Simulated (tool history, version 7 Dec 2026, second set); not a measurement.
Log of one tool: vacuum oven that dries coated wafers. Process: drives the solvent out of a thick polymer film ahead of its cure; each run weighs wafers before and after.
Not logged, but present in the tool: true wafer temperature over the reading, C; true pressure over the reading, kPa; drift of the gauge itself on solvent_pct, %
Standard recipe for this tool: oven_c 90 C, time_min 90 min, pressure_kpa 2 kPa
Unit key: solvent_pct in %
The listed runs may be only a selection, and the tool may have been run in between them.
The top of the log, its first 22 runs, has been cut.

run	hour	oven_c	time_min	pressure_kpa	hours of work since the thermocouples were calibrated	hours of work since the vacuum gauge was cleaned of residue	solvent_pct
23	817.8	90	90	2	550	707	3.4
24	864.1	77	59	2.37	577	734	9.7
25	884.8	77	59	2.37	590	746	9.6
26	926.8	77	59	2.37	615	771	9.64
27	953.5	77	59	2.37	631	787	9.65
28	987.1	77	59	2.37	651	807	9.64
29	1018.3	82	90	3.49	669	826	6.55
30	1061.1	82	90	3.49	695	851	6.61
31	1095.7	103	100	2.51	715	872	0.7
32	1130.7	103	100	2.51	736	893	0.72
33	1156.4	87	101	5.05	751	908	4.64
34	1203.7	84	81	2	779	936	6.04
35	1237.2	84	81	2	799	956	6.11
36	1284.9	88	67	2	828	984	5.59
# hour 1297.5: oven's thermocouples calibrated
37	1314	88	67	2	10	1000	5.29
38	1341.6	89	76	2.67	26	1017	4.45
39	1372.2	77	111	1.48	44	1035	6.65
40	1402.2	81	90	3.34	62	1053	6.6

For run 41, what comes out?
41	1440.6	78	75	2.32	85	1076	?

For run 41 the tool returned solvent_pct 8.18 %.
On a tool with no hidden condition, and with the same random variation, this run would have come out at solvent_pct 8.1 %.

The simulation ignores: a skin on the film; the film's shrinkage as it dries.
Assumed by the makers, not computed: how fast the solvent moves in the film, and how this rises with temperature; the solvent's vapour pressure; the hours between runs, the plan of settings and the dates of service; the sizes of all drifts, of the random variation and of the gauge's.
